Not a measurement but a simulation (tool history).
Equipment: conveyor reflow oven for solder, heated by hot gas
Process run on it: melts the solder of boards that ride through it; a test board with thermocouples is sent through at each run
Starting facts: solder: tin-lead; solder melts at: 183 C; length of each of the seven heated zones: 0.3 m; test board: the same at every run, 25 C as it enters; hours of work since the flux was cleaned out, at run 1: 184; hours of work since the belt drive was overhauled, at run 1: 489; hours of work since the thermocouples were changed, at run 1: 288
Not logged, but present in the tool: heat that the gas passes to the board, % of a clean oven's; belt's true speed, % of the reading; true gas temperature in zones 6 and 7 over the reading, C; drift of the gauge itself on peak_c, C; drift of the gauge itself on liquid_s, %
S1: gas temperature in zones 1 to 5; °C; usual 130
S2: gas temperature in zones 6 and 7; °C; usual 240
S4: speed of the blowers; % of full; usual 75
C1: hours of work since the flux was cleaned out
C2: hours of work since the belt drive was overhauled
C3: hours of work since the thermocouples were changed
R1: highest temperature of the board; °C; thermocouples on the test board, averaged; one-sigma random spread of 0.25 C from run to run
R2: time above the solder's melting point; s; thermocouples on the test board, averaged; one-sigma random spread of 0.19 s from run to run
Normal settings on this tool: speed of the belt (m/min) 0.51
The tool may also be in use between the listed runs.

run 1 day=0 | S1=130 S2=240 speed_of_the_belt_(m/min)=0.51 S4=75 | C1=184 C2=489 C3=288 | R1=222.7 R2=54.4
run 2 day=0.675 | S1=130 S2=240 speed_of_the_belt_(m/min)=0.51 S4=75 | C1=197 C2=502 C3=301 | R1=223.2 R2=54.1
run 3 day=1.267 | S1=130 S2=240 speed_of_the_belt_(m/min)=0.51 S4=75 | C1=208 C2=513 C3=312 | R1=222.6 R2=54.4
run 4 day=1.829 | S1=130 S2=240 speed_of_the_belt_(m/min)=0.51 S4=75 | C1=218 C2=523 C3=322 | R1=222.4 R2=54.2
run 5 day=2.492 | S1=130 S2=240 speed_of_the_belt_(m/min)=0.51 S4=75 | C1=230 C2=536 C3=334 | R1=222.1 R2=54.2
run 6 day=3.062 | S1=130 S2=240 speed_of_the_belt_(m/min)=0.51 S4=75 | C1=241 C2=546 C3=345 | R1=222.3 R2=54.1
run 7 day=3.808 | S1=130 S2=240 speed_of_the_belt_(m/min)=0.51 S4=75 | C1=254 C2=560 C3=359 | R1=222.6 R2=54.1
run 8 day=4.525 | S1=116 S2=240 speed_of_the_belt_(m/min)=0.51 S4=75 | C1=268 C2=573 C3=372 | R1=219.7 R2=49.1
run 9 day=5.283 | S1=116 S2=240 speed_of_the_belt_(m/min)=0.51 S4=75 | C1=282 C2=587 C3=386 | R1=220 R2=49
run 10 day=5.883 | S1=130 S2=240 speed_of_the_belt_(m/min)=0.51 S4=75 | C1=293 C2=598 C3=397 | R1=222.5 R2=54
-- day=6.538 flux residue cleaned out of gas plates and filters
run 11 day=6.9 | S1=130 S2=240 speed_of_the_belt_(m/min)=0.51 S4=75 | C1=7 C2=613 C3=412 | R1=223.2 R2=54.3
run 12 day=7.258 | S1=130 S2=240 speed_of_the_belt_(m/min)=0.51 S4=75 | C1=13 C2=620 C3=419 | R1=222.9 R2=54.2
run 13 day=7.967 | S1=130 S2=240 speed_of_the_belt_(m/min)=0.51 S4=75 | C1=26 C2=633 C3=432 | R1=222.5 R2=54.4
run 14 day=8.442 | S1=130 S2=240 speed_of_the_belt_(m/min)=0.51 S4=75 | C1=35 C2=642 C3=441 | R1=223 R2=54.2
run 15 day=8.892 | S1=130 S2=240 speed_of_the_belt_(m/min)=0.51 S4=75 | C1=44 C2=650 C3=449 | R1=223.2 R2=54.2
run 16 day=9.638 | S1=130 S2=240 speed_of_the_belt_(m/min)=0.51 S4=75 | C1=57 C2=664 C3=463 | R1=222.9 R2=54.5
run 17 day=9.992 | S1=121 S2=250 speed_of_the_belt_(m/min)=0.43 S4=89 | C1=64 C2=670 C3=469 | R1=238.7 R2=72.5
run 18 day=10.475 | S1=120 S2=229 speed_of_the_belt_(m/min)=0.53 S4=68 | C1=73 C2=679 C3=478 | R1=208.4 R2=38.2
run 19 day=11.133 | S1=120 S2=229 speed_of_the_belt_(m/min)=0.53 S4=68 | C1=85 C2=692 C3=490 | R1=208.3 R2=38.6
run 20 day=11.592 | S1=136 S2=250 speed_of_the_belt_(m/min)=0.42 S4=76 | C1=93 C2=700 C3=499 | R1=239.1 R2=78.1

Forecast run 21:
run 21 day=12.262 | S1=136 S2=250 speed_of_the_belt_(m/min)=0.42 S4=76 | C1=106 C2=712 C3=511 | R1=? R2=?

{"run 21": {"R1": 239.3, "R2": 78.4}}
If the tool had no hidden condition, the same run with the same run-to-run variation would have returned R1 239.2 °C, R2 78.3 s.
